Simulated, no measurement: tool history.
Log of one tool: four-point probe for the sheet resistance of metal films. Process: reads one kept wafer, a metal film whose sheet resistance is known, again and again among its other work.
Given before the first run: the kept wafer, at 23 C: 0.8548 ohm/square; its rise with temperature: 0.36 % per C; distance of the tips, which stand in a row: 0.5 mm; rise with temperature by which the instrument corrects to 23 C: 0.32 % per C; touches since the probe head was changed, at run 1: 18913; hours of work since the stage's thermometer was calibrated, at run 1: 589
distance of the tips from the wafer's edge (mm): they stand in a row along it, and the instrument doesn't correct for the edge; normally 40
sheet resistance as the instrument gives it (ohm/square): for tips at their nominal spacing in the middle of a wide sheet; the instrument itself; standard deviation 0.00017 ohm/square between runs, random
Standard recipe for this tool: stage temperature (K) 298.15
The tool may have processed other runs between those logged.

run	hour	stage temperature (K)	distance of the tips from the wafer's edge (mm)	touches since the probe head was changed	hours of work since the stage's thermometer was calibrated	sheet resistance as the instrument gives it (ohm/square)
1	0.0	298.15	40	18913	589	0.860664
2	73.2	298.15	40	21091	619	0.860736
3	134.3	298.15	40	22911	645	0.861193
4	196.1	298.15	40	24748	670	0.861349
5	254.0	298.15	21	26474	694	0.861564
6	312.4	298.15	21	28211	719	0.861766
7	369.5	294.15	40	29910	742	0.860160
8	406.0	298.15	40	30996	758	0.861805
9	450.0	298.15	25	32306	776	0.862125
10	517.2	298.15	25	34306	804	0.862255
11	572.7	298.15	25	35958	827	0.862480
# hour 577.7: stage's thermometer calibrated
12	612.3	298.15	25	37121	14	0.861949
13	670.7	303.15	21	38861	39	0.863809

Run 14 has not been measured yet. What should we expect?
14	710.7	296.15	50	40050	55	?

sheet resistance as the instrument gives it (ohm/square): 0.861260
With the hidden condition absent and the run-to-run variation left alone, this run would have shown sheet resistance as the instrument gives it (ohm/square) 0.854854.
